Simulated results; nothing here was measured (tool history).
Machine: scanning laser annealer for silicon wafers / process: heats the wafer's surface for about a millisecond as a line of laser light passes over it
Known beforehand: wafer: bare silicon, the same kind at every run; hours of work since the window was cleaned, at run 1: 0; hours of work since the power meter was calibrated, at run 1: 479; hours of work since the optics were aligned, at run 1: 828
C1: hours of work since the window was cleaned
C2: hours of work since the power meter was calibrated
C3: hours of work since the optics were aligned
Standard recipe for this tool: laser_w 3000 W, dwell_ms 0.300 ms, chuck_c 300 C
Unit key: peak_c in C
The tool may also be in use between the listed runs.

run 1 hour=0.0 | laser_w=3000 dwell_ms=0.300 chuck_c=300 | C1=0 C2=479 C3=828 | peak_c=1091
run 2 hour=48.3 | laser_w=3000 dwell_ms=0.300 chuck_c=300 | C1=29 C2=508 C3=857 | peak_c=1091
run 3 hour=101.2 | laser_w=3000 dwell_ms=0.300 chuck_c=300 | C1=61 C2=540 C3=889 | peak_c=1091
run 4 hour=158.0 | laser_w=3000 dwell_ms=0.300 chuck_c=300 | C1=96 C2=574 C3=923 | peak_c=1090
run 5 hour=216.2 | laser_w=3000 dwell_ms=0.300 chuck_c=300 | C1=131 C2=610 C3=959 | peak_c=1084
run 6 hour=245.8 | laser_w=3262 dwell_ms=0.300 chuck_c=300 | C1=149 C2=628 C3=977 | peak_c=1170
run 7 hour=284.8 | laser_w=3262 dwell_ms=0.300 chuck_c=300 | C1=172 C2=651 C3=1000 | peak_c=1169
run 8 hour=335.1 | laser_w=3000 dwell_ms=0.300 chuck_c=324 | C1=203 C2=682 C3=1031 | peak_c=1103
run 9 hour=385.1 | laser_w=3165 dwell_ms=0.309 chuck_c=306 | C1=233 C2=712 C3=1061 | peak_c=1149
run 10 hour=441.9 | laser_w=2962 dwell_ms=0.348 chuck_c=306 | C1=267 C2=746 C3=1095 | peak_c=1123
run 11 hour=493.8 | laser_w=2962 dwell_ms=0.348 chuck_c=306 | C1=299 C2=778 C3=1127 | peak_c=1123
run 12 hour=521.5 | laser_w=3291 dwell_ms=0.324 chuck_c=322 | C1=316 C2=794 C3=1143 | peak_c=1222
run 13 hour=566.3 | laser_w=3291 dwell_ms=0.324 chuck_c=322 | C1=343 C2=821 C3=1171 | peak_c=1217
run 14 hour=619.3 | laser_w=2650 dwell_ms=0.236 chuck_c=333 | C1=375 C2=853 C3=1203 | peak_c=918
run 15 hour=649.1 | laser_w=3267 dwell_ms=0.349 chuck_c=293 | C1=393 C2=872 C3=1221 | peak_c=1209
-- hour=661.6 window over the wafer cleaned
run 16 hour=690.6 | laser_w=2757 dwell_ms=0.375 chuck_c=306 | C1=18 C2=895 C3=1245 | peak_c=1108

Each row is a separate what-if for the run after 16, all from the same tool condition, not one after another. Results?
run A hour=745.4 | laser_w=2566 dwell_ms=0.300 chuck_c=300 | C1=51 C2=929 C3=1278 | peak_c=?
run B hour=745.4 | laser_w=2835 dwell_ms=0.300 chuck_c=300 | C1=51 C2=929 C3=1278 | peak_c=?
run C hour=745.4 | laser_w=2748 dwell_ms=0.211 chuck_c=309 | C1=51 C2=929 C3=1278 | peak_c=?
run D hour=745.4 | laser_w=3069 dwell_ms=0.375 chuck_c=306 | C1=51 C2=929 C3=1278 | peak_c=?

run=A peak_c=953
run=B peak_c=1041
run=C peak_c=911
run=D peak_c=1217
Take away the tool's hidden state, keep each run's random variation, and the runs would have read:
run=A peak_c=960
run=B peak_c=1049
run=C peak_c=917
run=D peak_c=1226
